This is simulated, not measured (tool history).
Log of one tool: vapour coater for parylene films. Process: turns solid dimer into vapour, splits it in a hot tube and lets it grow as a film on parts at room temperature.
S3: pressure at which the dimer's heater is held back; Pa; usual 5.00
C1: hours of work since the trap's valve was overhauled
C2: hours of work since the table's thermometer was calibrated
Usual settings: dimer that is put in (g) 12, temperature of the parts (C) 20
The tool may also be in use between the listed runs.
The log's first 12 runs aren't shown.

Run 13, day 14.896: usual settings; C1 279; C2 746. Result: thickness of the film (µm) 3.42.
Run 14, day 16.475: usual settings; C1 299; C2 765. Result: thickness of the film (µm) 3.33.
Run 15, day 17.971: usual settings; C1 317; C2 784. Result: thickness of the film (µm) 3.33.
At day 19.812: trap's valve overhauled.
Run 16, day 19.812: usual settings; C1 0; C2 804. Result: thickness of the film (µm) 3.70.
Run 17, day 21.371: usual settings; C1 19; C2 824. Result: thickness of the film (µm) 3.62.
Run 18, day 22.450: usual settings; C1 33; C2 837. Result: thickness of the film (µm) 3.72.
Run 19, day 23.146: usual settings; C1 41; C2 846. Result: thickness of the film (µm) 3.63.
Run 20, day 24.204: usual settings but dimer that is put in (g) 15, temperature of the parts (C) 16; C1 54; C2 859. Result: thickness of the film (µm) 5.55.
Run 21, day 25.425: usual settings but dimer that is put in (g) 19, S3 10.77 Pa; C1 69; C2 874. Result: thickness of the film (µm) 5.04.
Run 22, day 26.829: usual settings but dimer that is put in (g) 19, S3 10.77 Pa; C1 87; C2 891. Result: thickness of the film (µm) 4.96.
Run 23, day 28.429: usual settings but dimer that is put in (g) 13, temperature of the parts (C) 15; C1 106; C2 911. Result: thickness of the film (µm) 4.93.
Run 24, day 29.996: usual settings but dimer that is put in (g) 10; C1 126; C2 930. Result: thickness of the film (µm) 2.99.
Run 25, day 30.875: usual settings but dimer that is put in (g) 10; C1 137; C2 941. Result: thickness of the film (µm) 2.99.
Run 26, day 31.712: usual settings but dimer that is put in (g) 11, S3 2.10 Pa; C1 147; C2 951. Result: thickness of the film (µm) 3.79.
Run 27, day 32.554: usual settings but temperature of the parts (C) 15, S3 2.10 Pa; C1 157; C2 962. Result: thickness of the film (µm) 5.01.
Run 28, day 34.162: usual settings but temperature of the parts (C) 15, S3 5.66 Pa; C1 177; C2 982. Result: thickness of the film (µm) 4.38.
Run 29, day 35.475: usual settings but dimer that is put in (g) 20, temperature of the parts (C) 15, S3 5.66 Pa; C1 193; C2 998. Result: thickness of the film (µm) 7.30.
Run 30, day 36.771: usual settings but dimer that is put in (g) 21, S3 5.04 Pa; C1 209; C2 1014. Result: thickness of the film (µm) 6.06.
Run 31, day 37.712: usual settings but dimer that is put in (g) 7, S3 10.24 Pa; C1 221; C2 1026. Result: thickness of the film (µm) 1.78.
Run 32, day 38.612: usual settings but dimer that is put in (g) 7, temperature of the parts (C) 18, S3 10.24 Pa; C1 232; C2 1037. Result: thickness of the film (µm) 1.97.
Run 33, day 39.875: usual settings but dimer that is put in (g) 10, temperature of the parts (C) 18, S3 4.66 Pa; C1 248; C2 1052. Result: thickness of the film (µm) 3.25.
Run 34, day 41.112: usual settings but dimer that is put in (g) 10, temperature of the parts (C) 18, S3 4.66 Pa; C1 263; C2 1068. Result: thickness of the film (µm) 3.16.

Forecast each of these 3 alternatives for the next run:
Run A, day 41.962: usual settings but S3 2.63 Pa; C1 274; C2 1078. Result: thickness of the film (µm) ?.
Run B, day 41.962: usual settings but dimer that is put in (g) 5, temperature of the parts (C) 14, S3 7.95 Pa; C1 274; C2 1078. Result: thickness of the film (µm) ?.
Run C, day 41.962: usual settings but S3 11.80 Pa; C1 274; C2 1078. Result: thickness of the film (µm) ?.

run  thickness of the film (µm)
  A                        3.74
  B                        1.82
  C                        2.95
Without the tool's hidden state the same runs would have given:
run  thickness of the film (µm)
  A                        4.00
  B                        1.95
  C                        3.16

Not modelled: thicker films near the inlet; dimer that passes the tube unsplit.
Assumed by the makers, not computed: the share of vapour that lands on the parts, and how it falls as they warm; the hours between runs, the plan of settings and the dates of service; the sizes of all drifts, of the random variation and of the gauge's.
